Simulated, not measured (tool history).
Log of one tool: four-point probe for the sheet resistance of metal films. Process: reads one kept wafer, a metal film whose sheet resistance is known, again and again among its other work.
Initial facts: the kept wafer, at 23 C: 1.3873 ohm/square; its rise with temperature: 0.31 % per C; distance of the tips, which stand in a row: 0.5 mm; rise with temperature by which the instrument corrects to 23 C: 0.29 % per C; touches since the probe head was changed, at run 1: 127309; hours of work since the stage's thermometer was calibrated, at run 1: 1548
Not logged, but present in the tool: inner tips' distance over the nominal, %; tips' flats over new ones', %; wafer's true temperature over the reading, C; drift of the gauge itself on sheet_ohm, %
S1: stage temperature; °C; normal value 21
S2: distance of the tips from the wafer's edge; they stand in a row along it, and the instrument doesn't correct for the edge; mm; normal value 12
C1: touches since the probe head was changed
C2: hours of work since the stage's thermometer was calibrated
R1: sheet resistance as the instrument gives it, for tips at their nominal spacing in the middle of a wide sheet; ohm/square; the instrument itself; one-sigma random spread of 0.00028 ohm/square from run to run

run,hour,S1,S2,C1,C2,R1
1,0.0,21,12,127309,1548,1.370857
2,30.0,21,12,128956,1569,1.370329
3,72.2,23,12,131264,1598,1.370609
4,110.3,22,12,133357,1624,1.370115
5,160.1,22,12,136087,1658,1.369780
6,218.2,30,12,139272,1697,1.371633
7,270.2,30,12,142118,1733,1.370752
8,330.2,21,4,145410,1774,1.378089
9,382.5,21,4,148276,1810,1.377996
# hour 393.7: new probe head fitted
10,449.7,25,12,3070,1855,1.392231
11,498.5,25,12,5742,1888,1.391498
# hour 550.3: stage's thermometer calibrated
12,551.2,21,5,8606,1,1.396091
13,588.6,21,5,10654,26,1.395448
14,645.7,21,12,13785,65,1.388813
# hour 661.6: stage's thermometer calibrated, once more
15,691.6,21,12,16274,20,1.390023
16,734.6,35,12,18631,50,1.393643
17,790.3,21,12,21682,88,1.389371
18,841.2,21,12,24474,123,1.389544
19,906.3,21,12,28039,167,1.388498
20,949.6,27,12,30412,197,1.390035
21,977.1,21,12,31921,216,1.387673
22,1015.6,21,8,34032,242,1.389031
23,1066.8,23,21,36840,277,1.386727
24,1107.1,23,21,39051,305,1.386344
25,1150.7,18,30,41436,334,1.384125
26,1217.5,18,30,45101,380,1.384052
27,1271.9,26,5,48079,417,1.393142
28,1336.3,26,5,51610,461,1.392270
29,1379.7,32,36,53991,491,1.386608
30,1432.2,32,36,56867,527,1.386340
31,1498.7,32,25,60511,572,1.386004
32,1554.5,34,4,63572,610,1.397248
33,1606.0,34,4,66395,646,1.397169
34,1666.7,21,23,69723,687,1.381353
35,1699.7,21,23,71528,710,1.381059
36,1733.8,29,3,73399,733,1.403212
37,1788.0,26,12,76370,770,1.382692
38,1827.3,21,9,78521,797,1.381950
39,1867.1,21,35,80705,824,1.379385
40,1921.0,21,35,83661,861,1.379173
41,1956.9,21,35,85626,886,1.378140
42,2011.4,28,8,88617,923,1.383383
43,2041.9,20,39,90289,944,1.377772
44,2098.9,19,4,93410,983,1.388555

Across each entry between runs, compare the hidden state at the last listed run before it with the hidden state at the first listed run after it:
After run 9, before run 10: new probe head fitted (hour 393.7)
  inner tips' distance over the nominal, %: -1.301 -> 0.269; tips' flats over new ones', %: 67 -> 1; wafer's true temperature over the reading, C: -0.2 -> -0.21
  difference, measured minus the result without the unlogged condition, R1: -0.020510 -> +0.003151 ohm/square
After run 11, before run 12: stage's thermometer calibrated (hour 550.3)
  inner tips' distance over the nominal, %: 0.244 -> 0.217; tips' flats over new ones', %: 3 -> 4; wafer's true temperature over the reading, C: -0.21 -> -0.36
  difference, measured minus the result without the unlogged condition, R1: +0.002766 -> +0.001696 ohm/square
After run 14, before run 15: stage's thermometer calibrated, once more (hour 661.6)
  inner tips' distance over the nominal, %: 0.173 -> 0.15; tips' flats over new ones', %: 6 -> 7; wafer's true temperature over the reading, C: -0.37 -> -0.01
  difference, measured minus the result without the unlogged condition, R1: +0.000998 -> +0.002185 ohm/square
